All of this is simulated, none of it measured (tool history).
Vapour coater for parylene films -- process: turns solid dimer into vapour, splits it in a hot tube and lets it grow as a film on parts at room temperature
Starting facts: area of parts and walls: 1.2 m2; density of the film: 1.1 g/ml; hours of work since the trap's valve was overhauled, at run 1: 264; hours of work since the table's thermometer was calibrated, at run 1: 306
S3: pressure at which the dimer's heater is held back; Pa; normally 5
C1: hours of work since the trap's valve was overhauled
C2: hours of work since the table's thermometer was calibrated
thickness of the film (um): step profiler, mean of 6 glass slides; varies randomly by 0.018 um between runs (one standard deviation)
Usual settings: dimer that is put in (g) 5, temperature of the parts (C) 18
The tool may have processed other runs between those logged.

{"run": 1, "hour": 0.0, "dimer that is put in (g)": 5, "temperature of the parts (C)": 18, "S3": 5, "C1": 264, "C2": 306, "thickness of the film (um)": 2.84}
{"run": 2, "hour": 16.7, "dimer that is put in (g)": 2, "temperature of the parts (C)": 18, "S3": 5, "C1": 278, "C2": 319, "thickness of the film (um)": 1.14}
{"run": 3, "hour": 42.0, "dimer that is put in (g)": 2, "temperature of the parts (C)": 18, "S3": 5, "C1": 298, "C2": 340, "thickness of the film (um)": 1.12}
{"run": 4, "hour": 71.5, "dimer that is put in (g)": 2, "temperature of the parts (C)": 18, "S3": 5, "C1": 322, "C2": 364, "thickness of the film (um)": 1.14}
{"run": 5, "hour": 107.1, "dimer that is put in (g)": 5, "temperature of the parts (C)": 18, "S3": 7.84, "C1": 350, "C2": 392, "thickness of the film (um)": 2.7}
{"run": 6, "hour": 140.1, "dimer that is put in (g)": 5, "temperature of the parts (C)": 18, "S3": 7.84, "C1": 377, "C2": 419, "thickness of the film (um)": 2.75}
{"run": 7, "hour": 170.8, "dimer that is put in (g)": 5, "temperature of the parts (C)": 18, "S3": 7.84, "C1": 402, "C2": 443, "thickness of the film (um)": 2.71}
{"run": 8, "hour": 205.9, "dimer that is put in (g)": 5, "temperature of the parts (C)": 18, "S3": 7.84, "C1": 430, "C2": 472, "thickness of the film (um)": 2.73}
{"run": 9, "hour": 222.7, "dimer that is put in (g)": 5, "temperature of the parts (C)": 18, "S3": 2.36, "C1": 444, "C2": 485, "thickness of the film (um)": 3.08}
{"run": 10, "hour": 237.5, "dimer that is put in (g)": 5, "temperature of the parts (C)": 25, "S3": 5, "C1": 456, "C2": 497, "thickness of the film (um)": 2.51}
{"run": 11, "hour": 254.0, "dimer that is put in (g)": 6, "temperature of the parts (C)": 18, "S3": 5, "C1": 469, "C2": 511, "thickness of the film (um)": 3.38}
{"run": 12, "hour": 286.7, "dimer that is put in (g)": 5, "temperature of the parts (C)": 18, "S3": 5, "C1": 495, "C2": 537, "thickness of the film (um)": 2.84}
{"run": 13, "hour": 307.6, "dimer that is put in (g)": 8, "temperature of the parts (C)": 18, "S3": 5, "C1": 512, "C2": 554, "thickness of the film (um)": 4.55}
{"run": 14, "hour": 342.3, "dimer that is put in (g)": 8, "temperature of the parts (C)": 18, "S3": 5, "C1": 540, "C2": 582, "thickness of the film (um)": 4.56}
{"run": 15, "hour": 376.2, "dimer that is put in (g)": 5, "temperature of the parts (C)": 17, "S3": 5, "C1": 567, "C2": 609, "thickness of the film (um)": 2.91}
{"run": 16, "hour": 407.4, "dimer that is put in (g)": 4, "temperature of the parts (C)": 18, "S3": 5, "C1": 592, "C2": 634, "thickness of the film (um)": 2.27}
{"run": 17, "hour": 441.6, "dimer that is put in (g)": 5, "temperature of the parts (C)": 25, "S3": 5, "C1": 620, "C2": 662, "thickness of the film (um)": 2.53}
{"hour": 469.7, "done": "trap's valve overhauled"}
{"run": 18, "hour": 480.7, "dimer that is put in (g)": 6, "temperature of the parts (C)": 18, "S3": 5, "C1": 9, "C2": 690, "thickness of the film (um)": 3.42}
{"run": 19, "hour": 516.0, "dimer that is put in (g)": 6, "temperature of the parts (C)": 18, "S3": 5, "C1": 37, "C2": 718, "thickness of the film (um)": 3.41}
{"run": 20, "hour": 543.0, "dimer that is put in (g)": 6, "temperature of the parts (C)": 18, "S3": 5, "C1": 59, "C2": 740, "thickness of the film (um)": 3.43}
{"run": 21, "hour": 569.4, "dimer that is put in (g)": 6, "temperature of the parts (C)": 18, "S3": 5, "C1": 80, "C2": 761, "thickness of the film (um)": 3.42}
{"run": 22, "hour": 595.1, "dimer that is put in (g)": 6, "temperature of the parts (C)": 18, "S3": 5, "C1": 101, "C2": 782, "thickness of the film (um)": 3.42}
{"run": 23, "hour": 617.0, "dimer that is put in (g)": 5, "temperature of the parts (C)": 18, "S3": 8.12, "C1": 119, "C2": 800, "thickness of the film (um)": 2.71}
{"run": 24, "hour": 642.2, "dimer that is put in (g)": 6, "temperature of the parts (C)": 18, "S3": 4.16, "C1": 139, "C2": 820, "thickness of the film (um)": 3.46}
{"run": 25, "hour": 665.6, "dimer that is put in (g)": 6, "temperature of the parts (C)": 18, "S3": 4.16, "C1": 158, "C2": 839, "thickness of the film (um)": 3.48}
{"run": 26, "hour": 683.1, "dimer that is put in (g)": 7, "temperature of the parts (C)": 18, "S3": 3.07, "C1": 172, "C2": 853, "thickness of the film (um)": 4.19}
{"run": 27, "hour": 703.0, "dimer that is put in (g)": 7, "temperature of the parts (C)": 18, "S3": 3.07, "C1": 188, "C2": 869, "thickness of the film (um)": 4.19}
{"run": 28, "hour": 730.4, "dimer that is put in (g)": 4, "temperature of the parts (C)": 18, "S3": 3.04, "C1": 210, "C2": 891, "thickness of the film (um)": 2.4}
{"run": 29, "hour": 755.7, "dimer that is put in (g)": 2, "temperature of the parts (C)": 10, "S3": 5, "C1": 230, "C2": 911, "thickness of the film (um)": 1.33}
{"run": 30, "hour": 783.4, "dimer that is put in (g)": 2, "temperature of the parts (C)": 12, "S3": 5, "C1": 253, "C2": 934, "thickness of the film (um)": 1.25}
{"run": 31, "hour": 809.1, "dimer that is put in (g)": 3, "temperature of the parts (C)": 10, "S3": 5, "C1": 273, "C2": 954, "thickness of the film (um)": 1.98}
{"run": 32, "hour": 826.5, "dimer that is put in (g)": 8, "temperature of the parts (C)": 22, "S3": 5, "C1": 287, "C2": 968, "thickness of the film (um)": 4.24}
{"run": 33, "hour": 845.3, "dimer that is put in (g)": 8, "temperature of the parts (C)": 22, "S3": 5, "C1": 303, "C2": 984, "thickness of the film (um)": 4.21}
{"run": 34, "hour": 865.5, "dimer that is put in (g)": 6, "temperature of the parts (C)": 21, "S3": 10.51, "C1": 319, "C2": 1000, "thickness of the film (um)": 2.98}
{"run": 35, "hour": 884.0, "dimer that is put in (g)": 6, "temperature of the parts (C)": 27, "S3": 7.43, "C1": 334, "C2": 1015, "thickness of the film (um)": 2.78}
{"run": 36, "hour": 909.8, "dimer that is put in (g)": 5, "temperature of the parts (C)": 17, "S3": 7.37, "C1": 355, "C2": 1036, "thickness of the film (um)": 2.78}
{"run": 37, "hour": 925.9, "dimer that is put in (g)": 5, "temperature of the parts (C)": 17, "S3": 7.37, "C1": 368, "C2": 1049, "thickness of the film (um)": 2.77}
{"run": 38, "hour": 954.1, "dimer that is put in (g)": 3, "temperature of the parts (C)": 17, "S3": 3.27, "C1": 390, "C2": 1071, "thickness of the film (um)": 1.8}
{"run": 39, "hour": 986.3, "dimer that is put in (g)": 5, "temperature of the parts (C)": 28, "S3": 2.46, "C1": 416, "C2": 1097, "thickness of the film (um)": 2.53}
{"run": 40, "hour": 1006.8, "dimer that is put in (g)": 8, "temperature of the parts (C)": 27, "S3": 5, "C1": 433, "C2": 1114, "thickness of the film (um)": 3.81}
{"run": 41, "hour": 1041.1, "dimer that is put in (g)": 2, "temperature of the parts (C)": 18, "S3": 2.19, "C1": 460, "C2": 1141, "thickness of the film (um)": 1.27}
{"run": 42, "hour": 1077.2, "dimer that is put in (g)": 3, "temperature of the parts (C)": 18, "S3": 2.19, "C1": 489, "C2": 1170, "thickness of the film (um)": 1.84}
{"run": 43, "hour": 1104.6, "dimer that is put in (g)": 3, "temperature of the parts (C)": 18, "S3": 2.19, "C1": 512, "C2": 1193, "thickness of the film (um)": 1.87}
{"run": 44, "hour": 1135.9, "dimer that is put in (g)": 3, "temperature of the parts (C)": 10, "S3": 2.19, "C1": 537, "C2": 1218, "thickness of the film (um)": 2.14}
{"run": 45, "hour": 1167.4, "dimer that is put in (g)": 8, "temperature of the parts (C)": 24, "S3": 3.88, "C1": 562, "C2": 1243, "thickness of the film (um)": 4.15}
{"run": 46, "hour": 1187.8, "dimer that is put in (g)": 5, "temperature of the parts (C)": 18, "S3": 5.14, "C1": 579, "C2": 1260, "thickness of the film (um)": 2.82}

Take each entry between the runs: how does the hidden state at the last listed run before it differ from the hidden state at the first listed run after it?
Logged between run 17 and run 18: trap's valve overhauled (hour 469.7)
  vapour lost through the trap's worn valve, %: 0.5 -> 0
